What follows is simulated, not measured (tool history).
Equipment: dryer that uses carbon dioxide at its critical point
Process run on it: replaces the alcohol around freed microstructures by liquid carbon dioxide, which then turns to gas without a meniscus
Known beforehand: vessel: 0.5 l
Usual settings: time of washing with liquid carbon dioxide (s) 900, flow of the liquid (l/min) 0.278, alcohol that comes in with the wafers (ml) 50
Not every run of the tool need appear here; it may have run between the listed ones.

run	hour	time of washing with liquid carbon dioxide (s)	flow of the liquid (l/min)	alcohol that comes in with the wafers (ml)	alcohol left in the vessel before it's heated (ppm by volume)
1	0.0	900	0.278	50	213
2	8.6	900	0.278	53	228
3	17.0	900	0.363	50	60
4	20.8	1380	0.278	50	47
5	28.5	1380	0.278	50	41
6	32.6	1380	0.278	50	42
7	37.9	900	0.278	50	221
8	44.8	900	0.278	50	222
9	52.2	900	0.278	50	224
10	56.4	900	0.278	50	238
11	62.8	900	0.283	50	211
12	69.7	720	0.278	50	694
13	76.5	720	0.278	50	686
14	82.1	900	0.278	50	218
15	91.3	900	0.278	50	240
16	96.1	900	0.278	50	239
17	102.0	900	0.278	50	252
18	109.6	900	0.345	50	86
19	114.7	960	0.278	50	180
20	120.5	900	0.278	50	252
21	124.7	780	0.433	50	75
22	133.7	1080	0.278	78	140
23	139.7	1080	0.269	78	180
24	145.1	780	0.278	50	475
25	152.5	900	0.281	34	187
26	156.4	1380	0.361	22	73
27	162.9	1380	0.361	22	63
28	171.1	660	0.373	41	238
29	176.4	660	0.278	50	1107
30	185.1	660	0.278	50	1117
31	191.7	840	0.240	55	820
32	199.3	840	0.240	55	820
33	205.0	1380	0.278	51	78
34	211.2	1380	0.278	51	79
35	217.9	600	0.221	37	2844
36	222.3	1080	0.321	21	81
37	228.8	720	0.321	21	221
38	233.4	1260	0.175	38	419
39	238.0	960	0.455	24	81

For each run, the measured value with the value that run would have given without the tool's hidden condition subtracted. The run-to-run variation is shared by both, the gauge scatter possibly not:
Hidden conditions of the tool in this case: flow that reaches the vessel past the clogged filter, %; alcohol in the recycled carbon dioxide, ppm; drift of the gauge itself on alcohol_ppm, %.
run	alcohol left in the vessel before it's heated (ppm by volume)
1	+79
2	+83
3	+41
4	+36
5	+39
6	+40
7	+89
8	+91
9	+93
10	+97
11	+94
12	+211
13	+211
14	+102
15	+108
16	+112
17	+110
18	+64
19	+92
20	+115
21	+60
22	+86
23	+100
24	+188
25	+103
26	+60
27	+62
28	+125
29	+359
30	+363
31	+299
32	+302
33	+70
34	+71
35	+693
36	+75
37	+124
38	+194
39	+77
